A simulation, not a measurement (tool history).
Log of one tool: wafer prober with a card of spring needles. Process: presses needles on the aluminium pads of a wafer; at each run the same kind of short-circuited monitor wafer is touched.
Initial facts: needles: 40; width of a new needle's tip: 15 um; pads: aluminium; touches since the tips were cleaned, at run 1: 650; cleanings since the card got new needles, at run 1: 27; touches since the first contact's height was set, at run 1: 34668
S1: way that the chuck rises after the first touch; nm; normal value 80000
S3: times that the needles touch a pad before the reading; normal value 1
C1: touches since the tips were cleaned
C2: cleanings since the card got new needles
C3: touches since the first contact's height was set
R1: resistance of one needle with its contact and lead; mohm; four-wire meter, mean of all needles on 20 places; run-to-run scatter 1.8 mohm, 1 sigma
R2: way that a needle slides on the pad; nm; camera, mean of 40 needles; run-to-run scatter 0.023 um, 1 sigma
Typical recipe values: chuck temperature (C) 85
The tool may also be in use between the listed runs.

{"run": 1, "hour": 0.0, "S1": 80000, "chuck temperature (C)": 85, "S3": 1, "C1": 650, "C2": 27, "C3": 34668, "R1": 197, "R2": 11200}
{"hour": 13.4, "done": "tips cleaned on abrasive film"}
{"run": 2, "hour": 22.8, "S1": 80000, "chuck temperature (C)": 85, "S3": 1, "C1": 4283, "C2": 28, "C3": 44972, "R1": 197, "R2": 11180}
{"hour": 28.4, "done": "tips cleaned on abrasive film"}
{"hour": 42.6, "done": "tips cleaned on abrasive film"}
{"run": 3, "hour": 51.2, "S1": 80000, "chuck temperature (C)": 85, "S3": 1, "C1": 3893, "C2": 30, "C3": 57758, "R1": 196, "R2": 11200}
{"hour": 56.7, "done": "tips cleaned on abrasive film"}
{"hour": 71.0, "done": "tips cleaned on abrasive film"}
{"run": 4, "hour": 77.6, "S1": 74000, "chuck temperature (C)": 85, "S3": 1, "C1": 2970, "C2": 32, "C3": 69624, "R1": 193, "R2": 10350}
{"hour": 85.1, "done": "tips cleaned on abrasive film"}
{"hour": 99.4, "done": "tips cleaned on abrasive film"}
{"run": 5, "hour": 104.5, "S1": 74000, "chuck temperature (C)": 85, "S3": 1, "C1": 2339, "C2": 34, "C3": 81754, "R1": 195, "R2": 10360}
{"hour": 113.4, "done": "tips cleaned on abrasive film"}
{"run": 6, "hour": 117.7, "S1": 74000, "chuck temperature (C)": 85, "S3": 1, "C1": 1989, "C2": 35, "C3": 87694, "R1": 194, "R2": 10340}
{"hour": 127.2, "done": "tips cleaned on abrasive film"}
{"run": 7, "hour": 132.3, "S1": 74000, "chuck temperature (C)": 85, "S3": 1, "C1": 2338, "C2": 36, "C3": 94266, "R1": 195, "R2": 10380}
{"hour": 143.5, "done": "tips cleaned on abrasive film"}
{"run": 8, "hour": 152.1, "S1": 74000, "chuck temperature (C)": 85, "S3": 1, "C1": 3896, "C2": 37, "C3": 103174, "R1": 193, "R2": 10380}
{"hour": 157.8, "done": "tips cleaned on abrasive film"}
{"hour": 172.2, "done": "tips cleaned on abrasive film"}
{"run": 9, "hour": 182.3, "S1": 74000, "chuck temperature (C)": 51, "S3": 2, "C1": 4599, "C2": 39, "C3": 116793, "R1": 186, "R2": 10380}
{"hour": 187.5, "done": "tips cleaned on abrasive film"}
{"run": 10, "hour": 199.0, "S1": 74000, "chuck temperature (C)": 51, "S3": 2, "C1": 5209, "C2": 40, "C3": 124312, "R1": 186, "R2": 10410}
{"hour": 202.4, "done": "tips cleaned on abrasive film"}
{"hour": 218.5, "done": "tips cleaned on abrasive film"}
{"run": 11, "hour": 229.8, "S1": 94000, "chuck temperature (C)": 52, "S3": 2, "C1": 5129, "C2": 42, "C3": 138190, "R1": 189, "R2": 13190}

Run 12, settings as shown, results not yet in. Your forecast:
{"hour": 232.4, "done": "tips cleaned on abrasive film"}
{"hour": 237.2, "done": "height of the first contact set anew"}
{"hour": 246.6, "done": "tips cleaned on abrasive film"}
{"run": 12, "hour": 249.7, "S1": 69000, "chuck temperature (C)": 112, "S3": 1, "C1": 1421, "C2": 44, "C3": 5622, "R1": "?", "R2": "?"}

Run 12 came out at R1 197 mohm, R2 9660 nm.
The same run, on a tool lacking any hidden state, would have yielded R1 197 mohm, R2 9610 nm.
